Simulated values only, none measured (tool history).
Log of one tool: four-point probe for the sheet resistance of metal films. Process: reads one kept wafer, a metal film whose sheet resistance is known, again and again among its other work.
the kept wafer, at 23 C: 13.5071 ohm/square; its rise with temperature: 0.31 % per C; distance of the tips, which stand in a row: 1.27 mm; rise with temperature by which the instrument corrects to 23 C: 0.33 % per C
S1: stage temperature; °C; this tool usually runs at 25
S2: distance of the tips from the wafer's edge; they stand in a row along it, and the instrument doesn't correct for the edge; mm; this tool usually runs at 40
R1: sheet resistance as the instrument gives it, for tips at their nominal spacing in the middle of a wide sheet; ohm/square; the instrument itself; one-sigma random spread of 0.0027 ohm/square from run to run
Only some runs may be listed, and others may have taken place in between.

Run 1, hour 0: usual settings. Result: R1 13.54657 ohm/square.
Run 2, hour 43.1: usual settings but S1 33 °C. Result: R1 13.523495 ohm/square.
Run 3, hour 87.9: usual settings but S1 33 °C. Result: R1 13.522193 ohm/square.
Run 4, hour 114.9: usual settings but S1 33 °C. Result: R1 13.525816 ohm/square.
Run 5, hour 158.3: usual settings but S2 17 mm. Result: R1 13.576113 ohm/square.
Run 6, hour 184.6: usual settings but S2 17 mm. Result: R1 13.577315 ohm/square.
Run 7, hour 230.1: usual settings but S2 17 mm. Result: R1 13.583856 ohm/square.
Run 8, hour 267.1: usual settings but S2 17 mm. Result: R1 13.582563 ohm/square.
Run 9, hour 295.9: usual settings but S2 17 mm. Result: R1 13.58438 ohm/square.
Run 10, hour 342.3: usual settings but S2 17 mm. Result: R1 13.583659 ohm/square.
Run 11, hour 389: usual settings but S2 17 mm. Result: R1 13.583848 ohm/square.
Run 12, hour 411.1: usual settings but S2 17 mm. Result: R1 13.589514 ohm/square.
Run 13, hour 441.7: usual settings but S2 18 mm. Result: R1 13.581504 ohm/square.
Run 14, hour 473.7: usual settings but S1 24 °C. Result: R1 13.553371 ohm/square.
Run 15, hour 520.9: usual settings. Result: R1 13.553472 ohm/square.
Run 16, hour 556.7: usual settings but S2 66 mm. Result: R1 13.55254 ohm/square.
Run 17, hour 605.2: usual settings but S2 66 mm. Result: R1 13.549359 ohm/square.
Run 18, hour 655.3: usual settings but S2 41 mm. Result: R1 13.553376 ohm/square.
Run 19, hour 705.3: usual settings but S2 41 mm. Result: R1 13.558289 ohm/square.
Run 20, hour 751.9: usual settings but S2 41 mm. Result: R1 13.559795 ohm/square.
Run 21, hour 785.4: usual settings but S1 19 °C. Result: R1 13.57646 ohm/square.
Run 22, hour 813.8: usual settings but S1 19 °C. Result: R1 13.571841 ohm/square.
Run 23, hour 844.8: usual settings. Result: R1 13.562591 ohm/square.
Run 24, hour 865.3: usual settings but S1 33 °C, S2 7 mm. Result: R1 13.769733 ohm/square.
Run 25, hour 898.8: usual settings but S1 33 °C, S2 7 mm. Result: R1 13.767875 ohm/square.
Run 26, hour 940.2: usual settings but S1 18 °C, S2 7 mm. Result: R1 13.805947 ohm/square.
Run 27, hour 961: usual settings but S1 26 °C, S2 48 mm. Result: R1 13.552823 ohm/square.
Run 28, hour 993.2: usual settings but S1 31 °C, S2 52 mm. Result: R1 13.539463 ohm/square.
Run 29, hour 1039.9: usual settings but S1 24 °C, S2 3 mm. Result: R1 14.742715 ohm/square.
Run 30, hour 1079.1: usual settings but S1 24 °C, S2 3 mm. Result: R1 14.738511 ohm/square.
Run 31, hour 1123: usual settings but S1 24 °C, S2 3 mm. Result: R1 14.740098 ohm/square.
Run 32, hour 1143.7: usual settings but S1 24 °C, S2 3 mm. Result: R1 14.739422 ohm/square.
Run 33, hour 1176.5: usual settings but S2 7 mm. Result: R1 13.791328 ohm/square.
Run 34, hour 1206.8: usual settings but S1 32 °C. Result: R1 13.541871 ohm/square.
Run 35, hour 1233.1: usual settings but S1 32 °C. Result: R1 13.542359 ohm/square.
Run 36, hour 1270.3: usual settings but S1 30 °C, S2 50 mm. Result: R1 13.545166 ohm/square.
Run 37, hour 1291.7: usual settings but S1 23 °C, S2 21 mm. Result: R1 13.587916 ohm/square.
Run 38, hour 1323.4: usual settings but S1 23 °C, S2 12 mm. Result: R1 13.643108 ohm/square.
Run 39, hour 1352.5: usual settings but S1 23 °C, S2 12 mm. Result: R1 13.650234 ohm/square.
Run 40, hour 1374.3: usual settings but S1 23 °C, S2 12 mm. Result: R1 13.647691 ohm/square.
Run 41, hour 1417.7: usual settings but S1 23 °C, S2 6 mm. Result: R1 13.885127 ohm/square.
Run 42, hour 1459.7: usual settings but S1 20 °C, S2 21 mm. Result: R1 13.597612 ohm/square.
Run 43, hour 1509.4: usual settings but S1 20 °C, S2 21 mm. Result: R1 13.601574 ohm/square.
Run 44, hour 1548.6: usual settings but S2 18 mm. Result: R1 13.592345 ohm/square.
Run 45, hour 1570: usual settings but S2 10 mm. Result: R1 13.683756 ohm/square.

Pick out some run-to-run changes in R1. Of each, how much would a tool without hidden state show as well, from the settings, what came in and chance, and how much is left for the hidden state and any gauge scatter not in both results compared?
Hidden state present: inner tips' distance over the nominal, %; tips' flats over new ones', %; wafer's true temperature over the reading, C; drift of the gauge itself on sheet_ohm, %.
Run 28 -> 29: S1 31 -> 24, S2 52 -> 3. R1 +1.203252 ohm/square: hidden state +0.00516, all else +1.198092.
Run 32 -> 33: S1 24 -> 25, S2 3 -> 7. R1 -0.948094 ohm/square: hidden state -0.003013, all else -0.945081.
Run 40 -> 41: S2 12 -> 6. R1 +0.237436 ohm/square: hidden state +0.001649, all else +0.235787.
Run 41 -> 42: S1 23 -> 20, S2 6 -> 21. R1 -0.287515 ohm/square: hidden state -0.00041, all else -0.287105.

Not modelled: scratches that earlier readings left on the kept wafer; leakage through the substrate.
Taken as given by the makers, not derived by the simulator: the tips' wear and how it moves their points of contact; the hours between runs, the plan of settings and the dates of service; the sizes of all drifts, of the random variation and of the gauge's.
